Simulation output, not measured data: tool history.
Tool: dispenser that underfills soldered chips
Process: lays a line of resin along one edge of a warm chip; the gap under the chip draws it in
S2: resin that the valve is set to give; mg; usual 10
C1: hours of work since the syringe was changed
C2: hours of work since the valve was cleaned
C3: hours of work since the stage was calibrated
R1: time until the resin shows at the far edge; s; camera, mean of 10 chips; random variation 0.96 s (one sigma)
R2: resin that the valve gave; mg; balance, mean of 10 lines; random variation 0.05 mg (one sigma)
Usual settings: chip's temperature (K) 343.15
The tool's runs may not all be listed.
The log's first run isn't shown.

{"run": 2, "day": 0.117, "chip's temperature (K)": 343.15, "S2": 8.8, "C1": 4, "C2": 11, "C3": 26, "R1": 102.1, "R2": 8.76}
{"run": 3, "day": 0.262, "chip's temperature (K)": 343.15, "S2": 10, "C1": 6, "C2": 14, "C3": 29, "R1": 109.3, "R2": 9.95}
{"day": 0.35, "done": "new syringe of resin"}
{"run": 4, "day": 0.392, "chip's temperature (K)": 343.15, "S2": 10, "C1": 1, "C2": 16, "C3": 31, "R1": 96.4, "R2": 9.92}
{"run": 5, "day": 0.562, "chip's temperature (K)": 343.15, "S2": 10, "C1": 4, "C2": 20, "C3": 35, "R1": 104.3, "R2": 9.8}
{"run": 6, "day": 0.671, "chip's temperature (K)": 343.15, "S2": 10, "C1": 6, "C2": 22, "C3": 37, "R1": 110.3, "R2": 9.88}
{"day": 0.767, "done": "new syringe of resin"}
{"run": 7, "day": 0.8, "chip's temperature (K)": 343.15, "S2": 9.1, "C1": 1, "C2": 24, "C3": 39, "R1": 96, "R2": 8.97}
{"run": 8, "day": 0.996, "chip's temperature (K)": 343.15, "S2": 12.2, "C1": 4, "C2": 28, "C3": 43, "R1": 103.5, "R2": 11.95}
{"day": 1.179, "done": "new syringe of resin"}
{"run": 9, "day": 1.217, "chip's temperature (K)": 343.15, "S2": 10, "C1": 1, "C2": 32, "C3": 47, "R1": 92.8, "R2": 9.86}
{"run": 10, "day": 1.375, "chip's temperature (K)": 343.15, "S2": 10, "C1": 4, "C2": 35, "C3": 50, "R1": 100, "R2": 9.81}
{"run": 11, "day": 1.575, "chip's temperature (K)": 343.15, "S2": 10, "C1": 8, "C2": 38, "C3": 54, "R1": 114.9, "R2": 9.68}
{"day": 1.604, "done": "new syringe of resin"}
{"run": 12, "day": 1.712, "chip's temperature (K)": 343.15, "S2": 10, "C1": 2, "C2": 41, "C3": 56, "R1": 95.7, "R2": 9.71}
{"day": 1.904, "done": "dispensing valve cleaned and set on the balance"}
{"run": 13, "day": 1.958, "chip's temperature (K)": 343.15, "S2": 10, "C1": 6, "C2": 1, "C3": 60, "R1": 107.5, "R2": 10.01}
{"day": 2.067, "done": "new syringe of resin"}
{"run": 14, "day": 2.192, "chip's temperature (K)": 343.15, "S2": 8.9, "C1": 2, "C2": 5, "C3": 64, "R1": 100.3, "R2": 8.88}
{"run": 15, "day": 2.304, "chip's temperature (K)": 343.15, "S2": 8.9, "C1": 5, "C2": 7, "C3": 66, "R1": 106.1, "R2": 8.79}
{"day": 2.488, "done": "new syringe of resin"}
{"run": 16, "day": 2.496, "chip's temperature (K)": 343.15, "S2": 8.9, "C1": 0, "C2": 11, "C3": 70, "R1": 91.5, "R2": 8.82}
{"run": 17, "day": 2.621, "chip's temperature (K)": 343.15, "S2": 12, "C1": 3, "C2": 13, "C3": 72, "R1": 97.9, "R2": 11.94}
{"run": 18, "day": 2.754, "chip's temperature (K)": 350.15, "S2": 12, "C1": 5, "C2": 16, "C3": 74, "R1": 74.7, "R2": 11.87}
{"day": 2.904, "done": "new syringe of resin"}
{"run": 19, "day": 2.904, "chip's temperature (K)": 341.15, "S2": 12, "C1": 0, "C2": 18, "C3": 77, "R1": 98, "R2": 11.87}

Run 20 comes next. What will it give?
{"run": 20, "day": 3.112, "chip's temperature (K)": 341.15, "S2": 12, "C1": 4, "C2": 22, "C3": 81, "R1": "?", "R2": "?"}

R1: 109.4 s
R2: 11.84 mg
Without the tool's hidden state the same run would have given R1 99.8 s, R2 12.01 mg.
